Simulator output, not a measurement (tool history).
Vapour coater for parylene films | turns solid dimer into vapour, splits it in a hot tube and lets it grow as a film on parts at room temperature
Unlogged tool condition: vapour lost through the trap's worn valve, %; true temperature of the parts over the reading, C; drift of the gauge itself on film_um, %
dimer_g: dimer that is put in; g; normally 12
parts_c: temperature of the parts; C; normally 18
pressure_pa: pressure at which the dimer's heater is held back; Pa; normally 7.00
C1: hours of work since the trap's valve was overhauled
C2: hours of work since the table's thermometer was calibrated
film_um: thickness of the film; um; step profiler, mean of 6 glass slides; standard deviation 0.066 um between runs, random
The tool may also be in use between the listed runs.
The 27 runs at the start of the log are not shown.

run 28 hour=1310.8 | dimer_g=17 parts_c=13 pressure_pa=4.23 | C1=81 C2=1057 | film_um=14.36
run 29 hour=1362.5 | dimer_g=7 parts_c=13 pressure_pa=4.23 | C1=112 C2=1088 | film_um=5.83
run 30 hour=1403.3 | dimer_g=7 parts_c=13 pressure_pa=3.23 | C1=137 C2=1113 | film_um=6.11
run 31 hour=1431.8 | dimer_g=20 parts_c=26 pressure_pa=4.23 | C1=154 C2=1130 | film_um=10.19
run 32 hour=1487.3 | dimer_g=18 parts_c=19 pressure_pa=3.50 | C1=187 C2=1163 | film_um=12.09
run 33 hour=1547.0 | dimer_g=13 parts_c=19 pressure_pa=6.09 | C1=223 C2=1199 | film_um=8.26
run 34 hour=1607.1 | dimer_g=7 parts_c=10 pressure_pa=6.35 | C1=259 C2=1235 | film_um=6.32
run 35 hour=1643.1 | dimer_g=6 parts_c=21 pressure_pa=4.76 | C1=280 C2=1256 | film_um=3.66

Forecast each of these 5 alternatives for the next run:
run A hour=1686.1 | dimer_g=12 parts_c=18 pressure_pa=4.89 | C1=306 C2=1282 | film_um=?
run B hour=1686.1 | dimer_g=6 parts_c=15 pressure_pa=8.27 | C1=306 C2=1282 | film_um=?
run C hour=1686.1 | dimer_g=6 parts_c=22 pressure_pa=4.76 | C1=306 C2=1282 | film_um=?
run D hour=1686.1 | dimer_g=12 parts_c=11 pressure_pa=2.81 | C1=306 C2=1282 | film_um=?
run E hour=1686.1 | dimer_g=17 parts_c=13 pressure_pa=2.54 | C1=306 C2=1282 | film_um=?

run=A film_um=8.07
run=B film_um=4.27
run=C film_um=3.50
run=D film_um=11.47
run=E film_um=15.01
What these runs would have given with no unlogged condition in the tool:
run=A film_um=8.10
run=B film_um=4.28
run=C film_um=3.51
run=D film_um=11.50
run=E film_um=15.05

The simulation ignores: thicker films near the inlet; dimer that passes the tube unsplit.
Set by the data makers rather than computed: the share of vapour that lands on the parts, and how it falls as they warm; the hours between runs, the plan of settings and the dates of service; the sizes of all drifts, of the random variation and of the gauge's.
